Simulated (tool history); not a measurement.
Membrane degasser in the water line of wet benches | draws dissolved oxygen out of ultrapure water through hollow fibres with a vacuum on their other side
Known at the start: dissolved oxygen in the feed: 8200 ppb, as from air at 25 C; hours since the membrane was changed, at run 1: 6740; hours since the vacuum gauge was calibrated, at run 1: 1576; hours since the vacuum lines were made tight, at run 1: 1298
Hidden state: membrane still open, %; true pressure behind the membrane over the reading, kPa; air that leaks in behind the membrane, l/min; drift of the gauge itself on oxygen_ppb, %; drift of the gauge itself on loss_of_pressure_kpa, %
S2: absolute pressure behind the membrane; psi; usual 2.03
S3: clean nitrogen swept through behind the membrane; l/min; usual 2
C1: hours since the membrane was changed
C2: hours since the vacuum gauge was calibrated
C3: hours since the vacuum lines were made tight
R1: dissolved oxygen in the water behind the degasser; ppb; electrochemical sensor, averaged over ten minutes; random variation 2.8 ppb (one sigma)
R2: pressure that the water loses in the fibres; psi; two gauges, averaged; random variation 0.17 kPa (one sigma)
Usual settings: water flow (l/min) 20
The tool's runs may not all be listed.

{"run": 1, "hour": 0.0, "water flow (l/min)": 20, "S2": 2.03, "S3": 2, "C1": 6740, "C2": 1576, "C3": 1298, "R1": 271, "R2": 3.684}
{"run": 2, "hour": 126.1, "water flow (l/min)": 20, "S2": 2.03, "S3": 2, "C1": 6867, "C2": 1702, "C3": 1424, "R1": 276.3, "R2": 3.627}
{"run": 3, "hour": 230.1, "water flow (l/min)": 20, "S2": 2.03, "S3": 2, "C1": 6971, "C2": 1806, "C3": 1528, "R1": 277.1, "R2": 3.635}
{"run": 4, "hour": 326.3, "water flow (l/min)": 20, "S2": 2.03, "S3": 2, "C1": 7067, "C2": 1902, "C3": 1624, "R1": 271.6, "R2": 3.687}
{"run": 5, "hour": 461.6, "water flow (l/min)": 20, "S2": 2.03, "S3": 2, "C1": 7202, "C2": 2038, "C3": 1760, "R1": 273.8, "R2": 3.659}
{"run": 6, "hour": 617.5, "water flow (l/min)": 20, "S2": 2.03, "S3": 2, "C1": 7358, "C2": 2194, "C3": 1916, "R1": 271.6, "R2": 3.661}
{"run": 7, "hour": 728.5, "water flow (l/min)": 20, "S2": 1.65, "S3": 2, "C1": 7469, "C2": 2305, "C3": 2027, "R1": 219.1, "R2": 3.659}
{"run": 8, "hour": 853.0, "water flow (l/min)": 20, "S2": 2.61, "S3": 2, "C1": 7593, "C2": 2429, "C3": 2151, "R1": 366.7, "R2": 3.662}
{"run": 9, "hour": 1001.4, "water flow (l/min)": 20, "S2": 2.61, "S3": 2, "C1": 7742, "C2": 2578, "C3": 2299, "R1": 365.4, "R2": 3.667}
{"run": 10, "hour": 1089.6, "water flow (l/min)": 13, "S2": 2.03, "S3": 2, "C1": 7830, "C2": 2666, "C3": 2388, "R1": 171.5, "R2": 2.39}
{"run": 11, "hour": 1266.6, "water flow (l/min)": 20, "S2": 2.03, "S3": 2, "C1": 8007, "C2": 2843, "C3": 2565, "R1": 273.4, "R2": 3.645}
{"run": 12, "hour": 1416.0, "water flow (l/min)": 20, "S2": 2.03, "S3": 2, "C1": 8156, "C2": 2992, "C3": 2714, "R1": 275.7, "R2": 3.651}
{"run": 13, "hour": 1533.9, "water flow (l/min)": 15, "S2": 1.61, "S3": 1.3, "C1": 8274, "C2": 3110, "C3": 2832, "R1": 218.6, "R2": 2.709}
{"run": 14, "hour": 1697.9, "water flow (l/min)": 17, "S2": 1.38, "S3": 1.3, "C1": 8438, "C2": 3274, "C3": 2996, "R1": 201.1, "R2": 3.137}
{"run": 15, "hour": 1860.0, "water flow (l/min)": 17, "S2": 1.38, "S3": 1.3, "C1": 8600, "C2": 3436, "C3": 3158, "R1": 202.3, "R2": 3.101}
{"run": 16, "hour": 1965.5, "water flow (l/min)": 17, "S2": 1.38, "S3": 1.3, "C1": 8706, "C2": 3542, "C3": 3264, "R1": 200.3, "R2": 3.111}
{"run": 17, "hour": 2135.5, "water flow (l/min)": 17, "S2": 1.38, "S3": 1.3, "C1": 8876, "C2": 3712, "C3": 3434, "R1": 199.3, "R2": 3.088}
{"run": 18, "hour": 2219.6, "water flow (l/min)": 17, "S2": 1.38, "S3": 1.3, "C1": 8960, "C2": 3796, "C3": 3518, "R1": 201, "R2": 3.124}
{"run": 19, "hour": 2368.0, "water flow (l/min)": 18, "S2": 3.64, "S3": 1.71, "C1": 9108, "C2": 3944, "C3": 3666, "R1": 529.8, "R2": 3.3}
{"run": 20, "hour": 2483.2, "water flow (l/min)": 16, "S2": 1.58, "S3": 1, "C1": 9224, "C2": 4059, "C3": 3781, "R1": 282.8, "R2": 2.94}
{"run": 21, "hour": 2618.5, "water flow (l/min)": 18, "S2": 1.58, "S3": 1, "C1": 9359, "C2": 4195, "C3": 3917, "R1": 317.3, "R2": 3.308}
{"run": 22, "hour": 2715.7, "water flow (l/min)": 18, "S2": 1.58, "S3": 1, "C1": 9456, "C2": 4292, "C3": 4014, "R1": 327.4, "R2": 3.297}
{"run": 23, "hour": 2876.5, "water flow (l/min)": 16, "S2": 2.03, "S3": 1.5, "C1": 9617, "C2": 4453, "C3": 4175, "R1": 276.5, "R2": 2.934}

Forecast each of these 3 alternatives for the next run:
{"run": "A", "hour": 3003.3, "water flow (l/min)": 14, "S2": 4.63, "S3": 1.66, "C1": 9744, "C2": 4580, "C3": 4301, "R1": "?", "R2": "?"}
{"run": "B", "hour": 3003.3, "water flow (l/min)": 27, "S2": 4.58, "S3": 1.05, "C1": 9744, "C2": 4580, "C3": 4301, "R1": "?", "R2": "?"}
{"run": "C", "hour": 3003.3, "water flow (l/min)": 15, "S2": 2.03, "S3": 2, "C1": 9744, "C2": 4580, "C3": 4301, "R1": "?", "R2": "?"}

run=A R1=544 R2=2.553
run=B R1=1415 R2=4.97
run=C R1=197.2 R2=2.779
Without the tool's hidden state the same runs would have given:
run=A R1=543.7 R2=2.55
run=B R1=1414.4 R2=4.965
run=C R1=197 R2=2.776
